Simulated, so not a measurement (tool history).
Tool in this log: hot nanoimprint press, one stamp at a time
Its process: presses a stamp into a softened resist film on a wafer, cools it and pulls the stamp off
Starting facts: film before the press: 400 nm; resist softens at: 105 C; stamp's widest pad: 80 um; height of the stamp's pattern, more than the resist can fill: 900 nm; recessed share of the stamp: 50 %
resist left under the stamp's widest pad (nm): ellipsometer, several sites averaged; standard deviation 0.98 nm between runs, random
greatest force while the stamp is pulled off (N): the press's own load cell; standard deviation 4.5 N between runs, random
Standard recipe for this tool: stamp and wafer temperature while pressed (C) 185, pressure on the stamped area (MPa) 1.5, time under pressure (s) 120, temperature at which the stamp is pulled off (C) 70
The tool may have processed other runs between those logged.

run	day	stamp and wafer temperature while pressed (C)	pressure on the stamped area (MPa)	time under pressure (s)	temperature at which the stamp is pulled off (C)	resist left under the stamp's widest pad (nm)	greatest force while the stamp is pulled off (N)
1	0	185	1.5	120	70	149.2	269
2	0.808	185	1.5	120	70	147.1	267
3	1.554	185	1.5	120	70	149.3	273
4	2.325	185	1.5	120	70	150.4	278
5	3.033	185	1.5	120	78	150	251
# day 3.392: stamp cleaned and given a new release coat
# day 4.242: plate thermocouple calibrated
6	4.642	182	1.5	120	70	157.7	222
7	5.758	182	1.5	120	70	156.9	231
8	7.204	185	1.5	79	70	167.8	234
9	8.079	185	1.5	79	70	170.1	238
10	9.075	185	1.5	79	70	167.7	232
11	9.708	185	1.5	120	70	142.9	253
12	10.633	185	1.5	120	70	141.2	249
13	11.738	185	1.5	120	70	143.6	258
14	13.179	185	1.5	120	70	142.4	258
15	14.025	178	1.5	120	70	185.6	270
16	15.071	185	1.66	120	70	139.4	271
17	16.067	174	1.17	103	73	248	269
# day 16.412: stamp cleaned and given a new release coat
18	17.012	185	1.5	173	70	126.1	219
19	18.171	192	1.59	173	70	93.4	230
20	19.658	180	1.49	128	76	171.7	220
21	20.904	180	1.3	68	76	224.4	229
22	21.95	190	1.3	68	76	163.1	223
23	23.421	184	1.5	120	70	152.1	244
24	24.454	185	2.14	120	70	121.9	257
25	25.15	185	1.5	97	60	160.6	272
26	25.954	185	1.5	97	60	158.7	285
27	27.3	178	1.24	120	70	205.4	263
28	28.1	178	1.24	120	70	205.3	262
# day 29.321: stamp cleaned and given a new release coat
29	29.367	192	1.6	120	70	110.1	218

Run 30 is up next; what results do you expect?
30	30.346	192	1.6	120	70	?	?

Run 30 measured resist left under the stamp's widest pad (nm) 111, greatest force while the stamp is pulled off (N) 226.
If the tool had no hidden condition, the same run with the same run-to-run variation would have returned resist left under the stamp's widest pad (nm) 105.9, greatest force while the stamp is pulled off (N) 221.
